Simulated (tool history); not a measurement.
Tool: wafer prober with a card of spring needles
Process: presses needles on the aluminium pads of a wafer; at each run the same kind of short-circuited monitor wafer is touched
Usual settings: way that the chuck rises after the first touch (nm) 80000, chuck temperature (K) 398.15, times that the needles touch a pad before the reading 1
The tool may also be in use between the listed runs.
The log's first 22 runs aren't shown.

run    hour  way that the chuck rises after the first touch (nm)  chuck temperature (K)  times that the needles touch a pad before the reading  resistance of one needle with its contact and lead (mohm)  way that a needle slides on the pad (nm)
      883.3  -- tips cleaned on abrasive film
      907.4  -- tips cleaned on abrasive film
 23   922.6                                                80000                 398.15                                                      1                                                        227                                     17590
      930.4  -- tips cleaned on abrasive film
      951.1  -- tips cleaned on abrasive film
 24   951.1                                                80000                 385.15                                                      1                                                        175                                     17550
      973.4  -- tips cleaned on abrasive film
 25   987.4                                                80000                 385.15                                                      1                                                        224                                     17530
      995.1  -- tips cleaned on abrasive film
     1018.4  -- tips cleaned on abrasive film
 26  1026.1                                                69000                 306.15                                                      2                                                        195                                     15100
     1039.9  -- tips cleaned on abrasive film
     1061.7  -- tips cleaned on abrasive film
     1082.0  -- tips cleaned on abrasive film
 27  1082.0                                                69000                 310.15                                                      2                                                        161                                     15020
     1102.5  -- tips cleaned on abrasive film
     1106.9  -- height of the first contact set anew
 28  1108.6                                                69000                 310.15                                                      2                                                        190                                     15310
     1125.1  -- tips cleaned on abrasive film
 29  1134.3                                                69000                 310.15                                                      2                                                        195                                     15260
     1148.8  -- tips cleaned on abrasive film
 30  1161.6                                                60000                 342.15                                                      1                                                        255                                     13260

3 ways to go on from here, each from the tool as it stands after run 30. What would each give?
     1172.0  -- tips cleaned on abrasive film
     1194.5  -- tips cleaned on abrasive film
  A  1194.5                                                78000                 313.15                                                      2                                                          ?                                         ?
     1172.0  -- tips cleaned on abrasive film
     1194.5  -- tips cleaned on abrasive film
  B  1194.5                                                60000                 352.15                                                      1                                                          ?                                         ?
     1172.0  -- tips cleaned on abrasive film
     1194.5  -- tips cleaned on abrasive film
  C  1194.5                                                80000                 327.15                                                      2                                                          ?                                         ?

run  resistance of one needle with its contact and lead (mohm)  way that a needle slides on the pad (nm)
  A                                                        160                                     17260
  B                                                        177                                     13240
  C                                                        165                                     17670
Without the tool's hidden state the same runs would have given:
run  resistance of one needle with its contact and lead (mohm)  way that a needle slides on the pad (nm)
  A                                                        156                                     17330
  B                                                        168                                     13310
  C                                                        160                                     17740
